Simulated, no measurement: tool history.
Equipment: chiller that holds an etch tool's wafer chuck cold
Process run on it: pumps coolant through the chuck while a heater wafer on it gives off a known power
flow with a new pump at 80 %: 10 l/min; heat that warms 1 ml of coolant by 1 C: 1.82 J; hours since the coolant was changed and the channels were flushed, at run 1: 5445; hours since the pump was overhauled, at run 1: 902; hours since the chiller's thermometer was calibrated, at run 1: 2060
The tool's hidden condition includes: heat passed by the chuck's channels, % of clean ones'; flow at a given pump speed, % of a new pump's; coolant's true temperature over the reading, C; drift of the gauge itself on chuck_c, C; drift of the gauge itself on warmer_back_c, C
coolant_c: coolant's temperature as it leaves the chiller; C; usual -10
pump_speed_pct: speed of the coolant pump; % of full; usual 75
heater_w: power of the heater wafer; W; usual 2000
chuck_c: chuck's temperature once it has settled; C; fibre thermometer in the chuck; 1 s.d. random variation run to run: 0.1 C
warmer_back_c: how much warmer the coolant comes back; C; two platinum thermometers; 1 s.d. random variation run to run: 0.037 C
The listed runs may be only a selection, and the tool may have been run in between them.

run   hour  coolant_c  pump_speed_pct  heater_w  hours since the coolant was changed and the channels were flushed  hours since the pump was overhauled  hours since the chiller's thermometer was calibrated  chuck_c  warmer_back_c
  1      0        -10              75      2000                                                               5445                                  902                                                  2060      4.2           7.15
  2   17.4        -10              75      2000                                                               5463                                  920                                                  2077      4.1           7.15
  3   41.3        -10              67      2000                                                               5487                                  944                                                  2101      5.6           8.12
  4   57.3        -10              67      2000                                                               5503                                  960                                                  2117      5.5           8.16
  5   80.6        -10              67      2000                                                               5526                                  983                                                  2140      5.6           8.07
  6  105.4         -6              67      2000                                                               5551                                 1008                                                  2165      9.7           8.19
  7  136.6         -6              67      2000                                                               5582                                 1039                                                  2196      9.4           8.22
     146.8  -- chiller's thermometer calibrated
  8  167.9         -6              67      2000                                                               5612                                 1069                                                    21      9.7           8.31
  9  184.6         -6              67      2000                                                               5629                                 1086                                                    38      9.7            8.3
 10  208.9         -6              67      2000                                                               5653                                 1110                                                    62      9.7           8.25
 11  229.9         -5              75      2000                                                               5674                                 1131                                                    83      9.1           7.33
 12  248.7         -5              75      2000                                                               5693                                 1150                                                   102      9.1           7.38
 13  274.6        -10              75      2000                                                               5719                                 1176                                                   128        4           7.35
 14  305.4        -10              75      2000                                                               5750                                 1207                                                   159      4.1           7.37
 15  322.9        -10              75      2000                                                               5767                                 1224                                                   176      4.4           7.45
     343.7  -- gauge calibrated
 16  350.9        -10              75      2000                                                               5795                                 1252                                                   204      4.1           7.11
 17    371        -10              75      2000                                                               5815                                 1272                                                   224      4.1           7.17
 18  392.4        -19              67      1612                                                               5837                                 1294                                                   246     -6.4           6.62

Run 19 is up next; what results do you expect?
 19  418.2         -3              71      1613                                                               5863                                 1320                                                   271        ?              ?

chuck_c: 9 C
warmer_back_c: 6.16 C
On a tool with no hidden condition, and with the same random variation, this run would have come out at chuck_c 9 C, warmer_back_c 6.09 C.

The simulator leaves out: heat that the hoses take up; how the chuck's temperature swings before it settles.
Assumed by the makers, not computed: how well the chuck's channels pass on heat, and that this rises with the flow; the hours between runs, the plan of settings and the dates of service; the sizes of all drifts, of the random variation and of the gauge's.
